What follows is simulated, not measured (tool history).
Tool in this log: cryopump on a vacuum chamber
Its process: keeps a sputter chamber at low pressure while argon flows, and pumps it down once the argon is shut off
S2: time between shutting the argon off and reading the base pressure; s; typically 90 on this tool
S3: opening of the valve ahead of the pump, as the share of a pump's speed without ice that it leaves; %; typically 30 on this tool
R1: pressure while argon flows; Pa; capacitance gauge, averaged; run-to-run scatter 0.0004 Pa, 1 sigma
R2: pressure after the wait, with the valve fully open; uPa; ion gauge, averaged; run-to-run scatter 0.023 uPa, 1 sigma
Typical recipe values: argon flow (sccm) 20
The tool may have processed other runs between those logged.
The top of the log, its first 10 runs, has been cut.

Run 11, hour 367.6: usual settings but S3 23 %. Result: R1 0.067 Pa, R2 1.29 uPa.
Run 12, hour 397.7: usual settings but S3 23 %. Result: R1 0.0671 Pa, R2 1.29 uPa.
Run 13, hour 441.4: usual settings but S3 23 %. Result: R1 0.0675 Pa, R2 1.35 uPa.
Run 14, hour 467.3: usual settings but S3 23 %. Result: R1 0.0673 Pa, R2 1.39 uPa.
Run 15, hour 506.3: usual settings but S3 23 %. Result: R1 0.0676 Pa, R2 1.39 uPa.
Run 16, hour 542.4: usual settings but S3 26 %. Result: R1 0.0604 Pa, R2 1.34 uPa.
Run 17, hour 573.8: usual settings but S3 26 %. Result: R1 0.0604 Pa, R2 1.42 uPa.
Run 18, hour 598.1: usual settings but argon flow (sccm) 8, S2 49 s, S3 29 %. Result: R1 0.022 Pa, R2 1.99 uPa.

For run 19, what comes out?
Run 19, hour 641.9: usual settings. Result: R1 ?, R2 ?.

R1: 0.0528 Pa
R2: 1.44 uPa
Minus the tool's unlogged condition, the same run would have read R1 0.0484 Pa, R2 0.75 uPa.
